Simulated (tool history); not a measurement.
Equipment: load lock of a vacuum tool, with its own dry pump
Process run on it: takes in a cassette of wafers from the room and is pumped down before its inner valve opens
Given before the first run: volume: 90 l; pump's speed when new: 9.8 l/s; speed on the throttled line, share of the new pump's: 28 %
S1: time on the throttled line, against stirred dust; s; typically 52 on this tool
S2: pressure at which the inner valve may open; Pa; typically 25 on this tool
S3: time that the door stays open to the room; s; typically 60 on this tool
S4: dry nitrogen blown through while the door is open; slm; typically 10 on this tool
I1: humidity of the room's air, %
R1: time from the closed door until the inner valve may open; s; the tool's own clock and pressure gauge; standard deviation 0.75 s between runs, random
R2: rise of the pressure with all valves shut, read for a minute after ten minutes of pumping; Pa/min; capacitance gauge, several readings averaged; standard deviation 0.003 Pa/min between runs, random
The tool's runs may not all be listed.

{"run": 1, "hour": 0.0, "S1": 52, "S2": 25, "S3": 60, "S4": 10, "I1": 46.5, "R1": 113.5, "R2": 0.04}
{"run": 2, "hour": 333.3, "S1": 71, "S2": 25, "S3": 60, "S4": 10, "I1": 44.9, "R1": 127.7, "R2": 0.047}
{"run": 3, "hour": 580.6, "S1": 90, "S2": 25, "S3": 60, "S4": 10, "I1": 47.6, "R1": 141.4, "R2": 0.046}
{"run": 4, "hour": 908.5, "S1": 90, "S2": 25, "S3": 60, "S4": 10, "I1": 45.3, "R1": 140.6, "R2": 0.044}
{"run": 5, "hour": 1222.0, "S1": 90, "S2": 25, "S3": 60, "S4": 10, "I1": 46.8, "R1": 142.6, "R2": 0.054}
{"run": 6, "hour": 1362.1, "S1": 90, "S2": 25, "S3": 60, "S4": 10, "I1": 41.6, "R1": 141.0, "R2": 0.048}
{"run": 7, "hour": 1682.9, "S1": 90, "S2": 25, "S3": 72, "S4": 10, "I1": 44.8, "R1": 139.9, "R2": 0.048}
{"run": 8, "hour": 2015.4, "S1": 52, "S2": 25, "S3": 60, "S4": 10, "I1": 43.4, "R1": 113.8, "R2": 0.043}
{"run": 9, "hour": 2339.9, "S1": 52, "S2": 25, "S3": 60, "S4": 10, "I1": 45.1, "R1": 112.8, "R2": 0.048}
{"run": 10, "hour": 2636.5, "S1": 52, "S2": 44, "S3": 60, "S4": 10, "I1": 45.8, "R1": 108.9, "R2": 0.039}
{"run": 11, "hour": 2938.2, "S1": 52, "S2": 44, "S3": 60, "S4": 10, "I1": 44.0, "R1": 107.5, "R2": 0.043}
{"run": 12, "hour": 3158.4, "S1": 52, "S2": 25, "S3": 60, "S4": 9, "I1": 44.8, "R1": 113.3, "R2": 0.05}
{"hour": 3182.7, "done": "door's seal changed, seat wiped"}
{"run": 13, "hour": 3496.3, "S1": 52, "S2": 25, "S3": 60, "S4": 9, "I1": 44.0, "R1": 114.3, "R2": 0.04}
{"run": 14, "hour": 3793.3, "S1": 52, "S2": 25, "S3": 60, "S4": 9, "I1": 46.2, "R1": 113.7, "R2": 0.049}
{"run": 15, "hour": 4088.4, "S1": 52, "S2": 25, "S3": 60, "S4": 9, "I1": 42.8, "R1": 113.1, "R2": 0.045}
{"run": 16, "hour": 4372.7, "S1": 52, "S2": 25, "S3": 60, "S4": 9, "I1": 44.0, "R1": 112.8, "R2": 0.047}
{"run": 17, "hour": 4665.3, "S1": 52, "S2": 25, "S3": 60, "S4": 9, "I1": 46.4, "R1": 114.4, "R2": 0.049}
{"run": 18, "hour": 4843.7, "S1": 34, "S2": 25, "S3": 60, "S4": 9, "I1": 44.8, "R1": 101.0, "R2": 0.046}
{"run": 19, "hour": 4998.4, "S1": 34, "S2": 25, "S3": 60, "S4": 9, "I1": 46.2, "R1": 100.6, "R2": 0.043}
{"run": 20, "hour": 5340.6, "S1": 52, "S2": 25, "S3": 39, "S4": 5, "I1": 42.6, "R1": 114.9, "R2": 0.037}
{"run": 21, "hour": 5601.3, "S1": 52, "S2": 25, "S3": 39, "S4": 5, "I1": 39.1, "R1": 115.6, "R2": 0.033}
{"run": 22, "hour": 5854.9, "S1": 52, "S2": 25, "S3": 39, "S4": 5, "I1": 44.3, "R1": 113.7, "R2": 0.04}
{"run": 23, "hour": 6116.0, "S1": 42, "S2": 25, "S3": 49, "S4": 8, "I1": 41.7, "R1": 107.7, "R2": 0.035}
{"run": 24, "hour": 6432.0, "S1": 63, "S2": 25, "S3": 60, "S4": 8, "I1": 45.1, "R1": 120.7, "R2": 0.039}
{"run": 25, "hour": 6580.6, "S1": 63, "S2": 25, "S3": 60, "S4": 8, "I1": 46.4, "R1": 122.1, "R2": 0.045}
{"run": 26, "hour": 6853.8, "S1": 29, "S2": 25, "S3": 50, "S4": 38, "I1": 45.0, "R1": 97.1, "R2": 0.023}
{"run": 27, "hour": 7170.3, "S1": 43, "S2": 21, "S3": 58, "S4": 35, "I1": 44.7, "R1": 108.6, "R2": 0.028}
{"run": 28, "hour": 7374.4, "S1": 28, "S2": 19, "S3": 36, "S4": 10, "I1": 46.0, "R1": 99.7, "R2": 0.031}
{"run": 29, "hour": 7564.6, "S1": 28, "S2": 19, "S3": 36, "S4": 10, "I1": 43.9, "R1": 100.3, "R2": 0.032}
{"run": 30, "hour": 7833.0, "S1": 52, "S2": 25, "S3": 40, "S4": 4, "I1": 45.4, "R1": 113.4, "R2": 0.041}
{"run": 31, "hour": 8126.4, "S1": 79, "S2": 33, "S3": 40, "S4": 21, "I1": 44.2, "R1": 129.8, "R2": 0.028}
{"run": 32, "hour": 8380.8, "S1": 103, "S2": 25, "S3": 234, "S4": 10, "I1": 47.2, "R1": 150.0, "R2": 0.104}
{"run": 33, "hour": 8542.8, "S1": 52, "S2": 25, "S3": 121, "S4": 10, "I1": 45.9, "R1": 114.4, "R2": 0.07}
{"run": 34, "hour": 8855.7, "S1": 52, "S2": 25, "S3": 121, "S4": 10, "I1": 43.1, "R1": 114.3, "R2": 0.06}
{"run": 35, "hour": 9127.8, "S1": 52, "S2": 18, "S3": 121, "S4": 14, "I1": 44.6, "R1": 118.1, "R2": 0.059}
{"run": 36, "hour": 9435.4, "S1": 52, "S2": 33, "S3": 207, "S4": 14, "I1": 47.0, "R1": 110.7, "R2": 0.09}
{"run": 37, "hour": 9761.3, "S1": 62, "S2": 25, "S3": 60, "S4": 10, "I1": 46.8, "R1": 122.0, "R2": 0.047}

Consider 4 possible next runs. They are alternatives, not a sequence: every one starts from the tool as it was left by run 37. What does each give?
{"run": "A", "hour": 10028.5, "S1": 62, "S2": 46, "S3": 225, "S4": 33, "I1": 43.5, "R1": "?", "R2": "?"}
{"run": "B", "hour": 10028.5, "S1": 62, "S2": 25, "S3": 91, "S4": 10, "I1": 43.7, "R1": "?", "R2": "?"}
{"run": "C", "hour": 10028.5, "S1": 78, "S2": 22, "S3": 70, "S4": 10, "I1": 44.0, "R1": "?", "R2": "?"}
{"run": "D", "hour": 10028.5, "S1": 52, "S2": 21, "S3": 60, "S4": 4, "I1": 44.7, "R1": "?", "R2": "?"}

run=A R1=117.1 R2=0.054
run=B R1=121.0 R2=0.062
run=C R1=133.7 R2=0.046
run=D R1=115.9 R2=0.060
With no hidden state in the tool, these same runs would have given:
run=A R1=117.0 R2=0.054
run=B R1=121.0 R2=0.062
run=C R1=133.7 R2=0.045
run=D R1=115.9 R2=0.059
